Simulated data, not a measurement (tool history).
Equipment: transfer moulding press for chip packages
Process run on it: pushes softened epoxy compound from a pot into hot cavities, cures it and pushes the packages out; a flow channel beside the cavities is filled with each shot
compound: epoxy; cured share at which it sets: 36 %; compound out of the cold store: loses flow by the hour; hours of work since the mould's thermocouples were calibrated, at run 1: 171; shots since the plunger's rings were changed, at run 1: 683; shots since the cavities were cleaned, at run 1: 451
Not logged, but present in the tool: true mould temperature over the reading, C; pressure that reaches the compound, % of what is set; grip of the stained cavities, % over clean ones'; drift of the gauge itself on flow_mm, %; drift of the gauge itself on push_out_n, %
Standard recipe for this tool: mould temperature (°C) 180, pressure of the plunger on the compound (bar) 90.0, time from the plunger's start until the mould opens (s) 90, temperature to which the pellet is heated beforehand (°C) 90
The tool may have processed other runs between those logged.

run   hour  mould temperature (°C)  pressure of the plunger on the compound (bar)  time from the plunger's start until the mould opens (s)  temperature to which the pellet is heated beforehand (°C)  hours of work since the mould's thermocouples were calibrated  shots since the plunger's rings were changed  shots since the cavities were cleaned  incoming compound's hours out of the cold store  length that the compound runs in the flow channel (mm)  greatest force on the pins that push the packages out (N)
  1    0.0                     180                                           90.0                                                       90                                                         90                                                            171                                           683                                    451                                             24.6                                                     697                                                        610
  2   20.6                     180                                           90.0                                                       90                                                         90                                                            187                                           996                                    764                                             17.8                                                     723                                                        685
      33.1  -- cavities cleaned with cleaning compound and waxed
  3   35.6                     180                                           90.0                                                       90                                                         90                                                            197                                          1200                                     38                                              9.1                                                     749                                                        505
  4   47.8                     180                                           90.0                                                       90                                                         90                                                            206                                          1385                                    223                                             20.6                                                     713                                                        543
  5   62.7                     180                                           90.0                                                       90                                                         90                                                            217                                          1610                                    448                                             19.3                                                     702                                                        646
  6   83.3                     180                                           90.0                                                      104                                                         90                                                            233                                          1922                                    760                                             13.9                                                     730                                                        605
      97.1  -- cavities cleaned with cleaning compound and waxed
  7   99.6                     180                                           90.0                                                      104                                                         90                                                            244                                          2145                                     37                                             25.1                                                     672                                                        408
  8  123.3                     180                                           90.0                                                      104                                                         90                                                            262                                          2505                                    397                                             24.0                                                     687                                                        521
  9  144.3                     180                                           90.0                                                       90                                                         90                                                            278                                          2823                                    715                                             37.2                                                     628                                                        678
     160.6  -- cavities cleaned with cleaning compound and waxed
 10  165.4                     180                                           90.0                                                       90                                                         90                                                            292                                          3120                                     73                                             38.7                                                     622                                                        493
     187.5  -- mould's thermocouples calibrated
 11  191.2                     180                                           90.0                                                       90                                                         90                                                              3                                          3480                                    433                                             18.2                                                     694                                                        637
 12  203.2                     180                                           90.0                                                      111                                                         90                                                             12                                          3662                                    615                                             10.2                                                     718                                                        548
 13  223.3                     180                                           90.0                                                      111                                                         90                                                             27                                          3966                                    919                                              9.7                                                     720                                                        597
     226.9  -- cavities cleaned with cleaning compound and waxed
 14  239.5                     180                                           90.0                                                      111                                                         90                                                             38                                          4189                                    190                                             19.5                                                     682                                                        459
 15  250.5                     180                                           90.0                                                      111                                                         90                                                             46                                          4356                                    357                                             45.3                                                     587                                                        500
 16  264.5                     180                                           99.5                                                       90                                                         98                                                             57                                          4567                                    568                                             12.6                                                     737                                                        690
     276.0  -- mould's thermocouples calibrated, once more
     291.8  -- cavities cleaned with cleaning compound and waxed
 17  291.8                     172                                          102.0                                                       79                                                         99                                                             11                                          4928                                      0                                             43.7                                                     655                                                        971
     297.2  -- plunger's sealing rings changed
 18  318.2                     180                                          103.8                                                      105                                                         90                                                             29                                           318                                    361                                             43.9                                                     665                                                        503
 19  334.2                     180                                          103.8                                                      105                                                         90                                                             41                                           561                                    604                                             35.5                                                     701                                                        548
 20  352.1                     180                                           68.1                                                       76                                                         92                                                             54                                           832                                    875                                             30.9                                                     583                                                        959
     358.2  -- cavities cleaned with cleaning compound and waxed
 21  364.8                     180                                           68.1                                                       76                                                         92                                                             63                                          1001                                    100                                             42.1                                                     543                                                        670
 22  379.5                     180                                           99.6                                                      119                                                         90                                                             74                                          1225                                    324                                             22.7                                                     722                                                        486
 23  401.1                     180                                           90.0                                                       90                                                         84                                                             90                                          1551                                    650                                             38.7                                                     641                                                        666
 24  414.3                     188                                           71.6                                                       90                                                         90                                                            100                                          1752                                    851                                             32.0                                                     576                                                        566
     422.7  -- cavities cleaned with cleaning compound and waxed
 25  432.5                     188                                           85.5                                                       90                                                         84                                                            112                                          2004                                    147                                             35.5                                                     605                                                        444
 26  453.7                     188                                           85.5                                                       90                                                         84                                                            128                                          2326                                    469                                             21.5                                                     659                                                        519
 27  476.2                     188                                           85.5                                                       90                                                         84                                                            145                                          2667                                    810                                             29.9                                                     619                                                        549
     486.2  -- cavities cleaned with cleaning compound and waxed
 28  495.4                     188                                           85.5                                                       90                                                         84                                                            158                                          2933                                    139                                             41.5                                                     583                                                        414

Some steps in length that the compound runs in the flow channel (mm) between neighbouring runs. How much of each would the tool show without its hidden state too (settings, what came in, random variation), and how much is left for the hidden state, with any gauge scatter that isn't in both results?
Run 15 -> 16: pressure of the plunger on the compound (bar) 90.0 -> 99.5, time from the plunger's start until the mould opens (s) 111 -> 90, temperature to which the pellet is heated beforehand (°C) 90 -> 98. length that the compound runs in the flow channel (mm) +150: hidden state -13, all else +163.
Run 17 -> 18: mould temperature (°C) 172 -> 180, pressure of the plunger on the compound (bar) 102.0 -> 103.8, time from the plunger's start until the mould opens (s) 79 -> 105, temperature to which the pellet is heated beforehand (°C) 99 -> 90, plunger's sealing rings changed. length that the compound runs in the flow channel (mm) +10: hidden state +42, all else -32.
Run 21 -> 22: pressure of the plunger on the compound (bar) 68.1 -> 99.6, time from the plunger's start until the mould opens (s) 76 -> 119, temperature to which the pellet is heated beforehand (°C) 92 -> 90. length that the compound runs in the flow channel (mm) +179: hidden state -5, all else +184.

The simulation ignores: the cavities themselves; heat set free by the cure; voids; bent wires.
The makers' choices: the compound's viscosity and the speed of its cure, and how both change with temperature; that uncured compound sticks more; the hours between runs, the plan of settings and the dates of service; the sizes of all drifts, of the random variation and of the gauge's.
